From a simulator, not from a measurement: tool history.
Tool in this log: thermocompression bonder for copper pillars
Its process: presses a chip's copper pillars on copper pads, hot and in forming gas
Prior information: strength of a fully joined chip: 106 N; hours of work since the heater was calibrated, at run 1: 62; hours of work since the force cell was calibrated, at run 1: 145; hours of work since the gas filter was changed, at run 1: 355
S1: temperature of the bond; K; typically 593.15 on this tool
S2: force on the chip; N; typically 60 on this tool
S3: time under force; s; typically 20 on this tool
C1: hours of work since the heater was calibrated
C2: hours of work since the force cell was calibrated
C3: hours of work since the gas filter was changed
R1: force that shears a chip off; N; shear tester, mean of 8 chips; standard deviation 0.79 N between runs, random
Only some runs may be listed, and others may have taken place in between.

| run | hour | S1 | S2 | S3 | C1 | C2 | C3 | R1 |
|---|---|---|---|---|---|---|---|---|
| 1 | 0.0 | 593.15 | 60 | 20 | 62 | 145 | 355 | 66.7 |
| 2 | 4.3 | 617.15 | 60 | 20 | 64 | 148 | 357 | 76.3 |
| 3 | 12.1 | 593.15 | 50 | 20 | 69 | 153 | 362 | 58.0 |
| 4 | 21.1 | 593.15 | 50 | 20 | 75 | 159 | 368 | 57.3 |
|  | 23.5 | forming gas filter changed |
| 5 | 29.8 | 593.15 | 50 | 20 | 80 | 164 | 4 | 62.7 |
| 6 | 34.2 | 593.15 | 60 | 14 | 83 | 167 | 7 | 64.5 |
| 7 | 40.2 | 593.15 | 60 | 20 | 87 | 171 | 11 | 70.8 |
| 8 | 46.8 | 593.15 | 47 | 12 | 91 | 175 | 15 | 47.6 |
| 9 | 53.8 | 593.15 | 63 | 20 | 96 | 179 | 19 | 73.8 |
| 10 | 60.1 | 580.15 | 65 | 20 | 100 | 183 | 23 | 69.2 |
| 11 | 65.3 | 580.15 | 65 | 20 | 103 | 187 | 27 | 68.8 |
| 12 | 73.8 | 593.15 | 86 | 25 | 109 | 192 | 32 | 91.6 |
| 13 | 83.6 | 593.15 | 38 | 32 | 115 | 198 | 38 | 57.0 |

Forecast each of these 3 alternatives for the next run:
| A | 91.1 | 580.15 | 38 | 32 | 120 | 203 | 43 | ? |
| B | 91.1 | 614.15 | 38 | 59 | 120 | 203 | 43 | ? |
| C | 91.1 | 609.15 | 57 | 34 | 120 | 203 | 43 | ? |

| run | R1 |
|---|---|
| A | 51.1 |
| B | 77.1 |
| C | 83.9 |
With no hidden state in the tool, these same runs would have given:
| run | R1 |
|---|---|
| A | 51.8 |
| B | 78.2 |
| C | 85.0 |
